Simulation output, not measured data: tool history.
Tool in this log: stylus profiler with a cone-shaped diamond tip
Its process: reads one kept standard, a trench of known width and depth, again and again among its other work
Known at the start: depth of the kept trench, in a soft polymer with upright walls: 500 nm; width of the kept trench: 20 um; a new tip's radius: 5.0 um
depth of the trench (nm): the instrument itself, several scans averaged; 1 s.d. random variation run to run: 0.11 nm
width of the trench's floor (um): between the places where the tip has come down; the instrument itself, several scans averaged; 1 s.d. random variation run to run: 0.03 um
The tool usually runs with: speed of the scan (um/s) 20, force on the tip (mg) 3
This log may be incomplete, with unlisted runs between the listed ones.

run	hour	speed of the scan (um/s)	force on the tip (mg)	depth of the trench (nm)	width of the trench's floor (um)
1	0	20	3	503.29	15.41
2	18.2	20	1.95	502.43	15.28
3	42.4	5	3	503.31	15.23
4	67.3	26	3	503.45	15.06
5	90.1	20	2.15	502.8	14.87
6	118	10	2.15	502.62	14.77
7	134.8	10	2.15	502.85	14.72
8	149.3	10	2.15	502.92	14.65
9	178.4	10	2.15	502.86	14.55
10	195	20	4.79	504.59	14.45
11	212.2	20	4.79	504.64	14.39
12	239.6	20	3.14	503.78	14.2
13	262.9	20	3.14	503.64	14.15
14	292.6	24	3	503.7	13.94
15	306.5	20	3	503.8	13.92
16	323.5	20	1.05	502.1	13.75
17	352.7	44	3	503.94	13.65
18	382.6	44	3	503.78	13.49
19	410.7	44	3	503.93	13.38
20	427.9	44	3	504	13.31
21	454.1	44	3	503.98	13.14
22	476.9	20	1.24	502.41	13.21
23	506.6	20	3	504.23	13.14
# hour 509: height scale calibrated on a step standard
24	524.7	20	3.47	504.69	13.06
25	546.7	6	1.07	502.94	13
26	565.6	6	1.07	503.15	12.97
27	594.4	6	1.07	503.12	12.87
28	610.2	8	3	504.99	12.84
29	636.4	8	3	504.68	12.71
# hour 656.4: height scale calibrated on a step standard, once more
30	660.5	36	4.15	503.82	12.53
31	689.1	9	2.46	503.02	12.57
32	705.7	9	2.06	502.52	12.49
33	735.4	6	2.6	503.15	12.43
34	755.1	14	8.92	506.81	12.36
35	768.7	13	3	503.51	12.31
36	785.3	13	3	503.17	12.26
37	807.2	72	2.44	502.84	11.81
38	825.3	67	1.92	502.72	11.74
39	850.6	67	1.92	502.67	11.62
40	869.3	21	4.72	504.54	11.92
41	889.6	6	1.51	502.34	11.88
42	915.4	6	1.51	502.28	11.79
# hour 936.8: new tip fitted, height scale calibrated
43	944.9	68	3.1	503.37	15.31
44	972.9	45	1.25	502.13	15.12
45	1001	20	1.73	502.53	15.2
46	1023.3	20	2.88	503.47	15.16

For some of the steps in depth of the trench (nm) from one run to the next: how much would appear even if the tool had no hidden state, given the settings, what came in and random variation, and how much remains for the hidden state plus any gauge scatter that the measured result and the result without hidden state don't share?
What the log doesn't record here: radius of the tip, um; height scale over the true one, %; drift of the gauge itself on depth_nm, %; drift of the gauge itself on floor_um, %.
Run 23 -> 24: force on the tip (mg) 3 -> 3.47, height scale calibrated on a step standard. depth of the trench (nm) +0.46: hidden state +0.56, all else -0.1.
Run 29 -> 30: speed of the scan (um/s) 8 -> 36, force on the tip (mg) 3 -> 4.15, height scale calibrated on a step standard, once more. depth of the trench (nm) -0.86: hidden state -1.72, all else +0.86.
Run 33 -> 34: speed of the scan (um/s) 6 -> 14, force on the tip (mg) 2.6 -> 8.92. depth of the trench (nm) +3.66: hidden state +0.03, all else +3.63.
Run 34 -> 35: speed of the scan (um/s) 14 -> 13, force on the tip (mg) 8.92 -> 3. depth of the trench (nm) -3.3: hidden state +0.03, all else -3.33.
Run 40 -> 41: speed of the scan (um/s) 21 -> 6, force on the tip (mg) 4.72 -> 1.51. depth of the trench (nm) -2.2: hidden state +0.03, all else -2.23.
Run 42 -> 43: speed of the scan (um/s) 6 -> 68, force on the tip (mg) 1.51 -> 3.1, new tip fitted, height scale calibrated. depth of the trench (nm) +1.09: hidden state -0.1, all else +1.19.
